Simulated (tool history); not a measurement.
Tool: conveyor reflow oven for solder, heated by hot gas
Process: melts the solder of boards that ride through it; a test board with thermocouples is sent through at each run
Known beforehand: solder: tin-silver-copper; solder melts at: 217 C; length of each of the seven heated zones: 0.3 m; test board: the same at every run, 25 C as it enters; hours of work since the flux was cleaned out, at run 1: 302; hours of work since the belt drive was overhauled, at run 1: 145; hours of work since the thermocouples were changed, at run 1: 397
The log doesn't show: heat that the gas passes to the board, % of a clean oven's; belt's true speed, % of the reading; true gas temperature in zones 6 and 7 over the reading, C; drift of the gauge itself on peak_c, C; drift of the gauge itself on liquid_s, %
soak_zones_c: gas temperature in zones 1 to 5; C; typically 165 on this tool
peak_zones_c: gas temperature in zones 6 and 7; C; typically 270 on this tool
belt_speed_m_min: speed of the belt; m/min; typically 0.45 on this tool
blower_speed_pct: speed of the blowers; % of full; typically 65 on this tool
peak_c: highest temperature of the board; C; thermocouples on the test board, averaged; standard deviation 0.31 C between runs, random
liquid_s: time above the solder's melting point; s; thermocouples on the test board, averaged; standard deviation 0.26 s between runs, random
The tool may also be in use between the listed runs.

run    hour  soak_zones_c  peak_zones_c  belt_speed_m_min  blower_speed_pct  hours of work since the flux was cleaned out  hours of work since the belt drive was overhauled  hours of work since the thermocouples were changed  peak_c  liquid_s
  1       0           165           270              0.45                65                                           302                                                145                                                 397   252.6      56.2
  2      76           165           270              0.45                83                                           361                                                204                                                 456   256.5      60.6
  3   130.9           163           270              0.45                65                                           403                                                247                                                 499   251.1      54.8
  4   172.5           163           270              0.45                65                                           436                                                279                                                 531   251.9      55.7
        195  -- flux residue cleaned out of gas plates and filters
  5   248.6           165           270              0.45                65                                            42                                                334                                                 586     252      56.6
  6   305.8           165           270              0.45                65                                            86                                                379                                                 631     252      56.3
  7   355.6           165           270              0.45                65                                           125                                                417                                                 669   252.1      55.9
  8   400.1           165           270              0.45                65                                           159                                                452                                                 704   252.2      56.3
  9   458.8           165           270             0.447                65                                           205                                                497                                                 749   252.5      57.1
 10   532.6           165           270             0.447                65                                           262                                                555                                                 807   252.3      56.9
 11   572.4           165           270              0.45                66                                           293                                                585                                                 837   252.4      56.5
 12   641.8           165           270              0.45                66                                           347                                                639                                                 891   252.2      56.8
 13   681.3           165           270              0.45                65                                           377                                                670                                                 922   252.4      56.6
 14   732.6           165           270              0.45                65                                           417                                                710                                                 962   252.2      56.5
      779.9  -- flux residue cleaned out of gas plates and filters
 15   787.9           165           270              0.45                65                                             6                                                749                                                1001   251.8      56.2
 16   862.3           151           284              0.41                75                                            64                                                806                                                1058     269      69.9
 17   905.3           151           284              0.41                80                                            97                                                840                                                1092   269.4      70.5
 18   953.9           151           261              0.41                80                                           135                                                877                                                1130   248.6      57.3
 19  1018.4           170           270             0.486                56                                           185                                                927                                                1180   247.2      48.3
 20  1065.9           170           270             0.502                65                                           222                                                964                                                1216     249      49.1
     1127.5  -- belt drive overhauled, speed set with a stopwatch
 21  1141.5           170           270             0.502                65                                           277                                                 11                                                1272   249.4      49.4
 22  1200.2           160           279             0.376                82                                           323                                                 56                                                1318   269.3      80.5
 23    1256           160           279             0.379                58                                           366                                                100                                                1361   263.3      74.3
 24  1309.7           160           279             0.379                58                                           408                                                141                                                1402     263      74.3
     1348.6  -- thermocouples of zones 6 and 7 changed
     1374.1  -- flux residue cleaned out of gas plates and filters
 25  1386.6           165           267              0.45                65                                            10                                                196                                                  26   249.6      54.6
 26  1422.5           165           270             0.372                53                                            38                                                223                                                  53   254.8      71.3
 27  1464.1           165           270             0.372                53                                            70                                                256                                                  86   254.1      71.4
 28  1520.8           165           270             0.372                53                                           114                                                300                                                 130   254.3      71.4
 29  1587.5           163           279             0.526                88                                           165                                                351                                                 181   260.9        53

Here are 4 independent what-if runs from the current tool condition. What would each one return?
  A  1636.1           160           279             0.526                58                                           203                                                389                                                 219       ?         ?
  B  1636.1           163           281             0.464                77                                           203                                                389                                                 219       ?         ?
  C  1636.1           167           279             0.526                88                                           203                                                389                                                 219       ?         ?
  D  1636.1           163           284             0.406                88                                           203                                                389                                                 219       ?         ?

run  peak_c  liquid_s
  A     249      43.3
  B   264.1        62
  C   261.7      54.2
  D   273.5        77
With the hidden condition removed and each run's random variation left untouched, the same runs would have given:
run  peak_c  liquid_s
  A     249      43.3
  B   264.1        62
  C   261.7      54.2
  D   273.5        77

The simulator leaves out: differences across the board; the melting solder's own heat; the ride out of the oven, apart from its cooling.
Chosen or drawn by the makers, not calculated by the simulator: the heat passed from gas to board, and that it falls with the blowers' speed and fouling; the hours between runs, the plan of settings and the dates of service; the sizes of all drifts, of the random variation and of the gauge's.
